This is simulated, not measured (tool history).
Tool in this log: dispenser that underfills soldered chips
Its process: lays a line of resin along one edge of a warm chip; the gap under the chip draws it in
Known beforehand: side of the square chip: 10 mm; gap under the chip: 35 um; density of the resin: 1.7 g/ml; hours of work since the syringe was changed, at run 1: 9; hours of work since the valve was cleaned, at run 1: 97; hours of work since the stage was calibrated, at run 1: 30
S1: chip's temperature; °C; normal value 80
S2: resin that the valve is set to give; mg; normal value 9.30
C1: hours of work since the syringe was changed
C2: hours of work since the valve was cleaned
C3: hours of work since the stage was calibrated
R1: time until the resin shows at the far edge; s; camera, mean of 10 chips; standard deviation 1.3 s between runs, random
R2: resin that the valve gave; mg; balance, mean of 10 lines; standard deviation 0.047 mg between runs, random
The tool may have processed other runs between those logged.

Run 1, day 0.000: usual settings; C1 9; C2 97; C3 30. Result: R1 172.5 s, R2 8.86 mg.
At day 0.138: new syringe of resin.
Run 2, day 0.146: usual settings; C1 0; C2 99; C3 33. Result: R1 125.0 s, R2 8.85 mg.
Run 3, day 0.300: usual settings but S2 11.24 mg; C1 3; C2 102; C3 35. Result: R1 134.1 s, R2 10.67 mg.
Run 4, day 0.488: usual settings; C1 6; C2 105; C3 38. Result: R1 157.5 s, R2 8.76 mg.
Run 5, day 0.600: usual settings; C1 8; C2 107; C3 40. Result: R1 165.8 s, R2 8.82 mg.
Run 6, day 0.771: usual settings but S1 73 °C; C1 11; C2 110; C3 43. Result: R1 251.8 s, R2 8.82 mg.
At day 0.804: new syringe of resin.
At day 0.975: dispensing valve cleaned and set on the balance.
Run 7, day 1.008: usual settings but S1 73 °C; C1 3; C2 1; C3 46. Result: R1 181.4 s, R2 9.33 mg.
Run 8, day 1.212: usual settings but S1 73 °C; C1 6; C2 4; C3 50. Result: R1 207.9 s, R2 9.30 mg.
Run 9, day 1.333: usual settings but S1 95 °C, S2 10.09 mg; C1 8; C2 6; C3 52. Result: R1 96.7 s, R2 10.06 mg.
At day 1.508: new syringe of resin.
Run 10, day 1.546: usual settings but S1 81 °C, S2 11.76 mg; C1 1; C2 9; C3 55. Result: R1 118.7 s, R2 11.68 mg.
Run 11, day 1.642: usual settings but S1 81 °C, S2 9.50 mg; C1 2; C2 11; C3 57. Result: R1 131.8 s, R2 9.42 mg.
Run 12, day 1.850: usual settings but S1 88 °C, S2 8.92 mg; C1 6; C2 15; C3 60. Result: R1 115.9 s, R2 8.91 mg.
Run 13, day 2.000: usual settings but S1 66 °C, S2 9.13 mg; C1 8; C2 17; C3 63. Result: R1 301.0 s, R2 9.08 mg.

4 ways to go on from here, each from the tool as it stands after run 13. What would each give?
At day 2.175: new syringe of resin.
Run A, day 2.229: usual settings but S2 8.32 mg; C1 1; C2 21; C3 66. Result: R1 ?, R2 ?.
At day 2.175: new syringe of resin.
Run B, day 2.229: usual settings but S1 82 °C, S2 8.88 mg; C1 1; C2 21; C3 66. Result: R1 ?, R2 ?.
At day 2.175: new syringe of resin.
Run C, day 2.229: usual settings but S1 87 °C, S2 11.24 mg; C1 1; C2 21; C3 66. Result: R1 ?, R2 ?.
At day 2.175: new syringe of resin.
Run D, day 2.229: usual settings but S2 11.38 mg; C1 1; C2 21; C3 66. Result: R1 ?, R2 ?.

run     R1     R2
  A  130.1   8.25
  B  119.7   8.72
  C   97.2  11.19
  D  126.7  11.24
What these runs would have given with no unlogged condition in the tool:
run     R1     R2
  A  122.4   8.33
  B  112.8   8.81
  C   91.7  11.30
  D  119.5  11.36
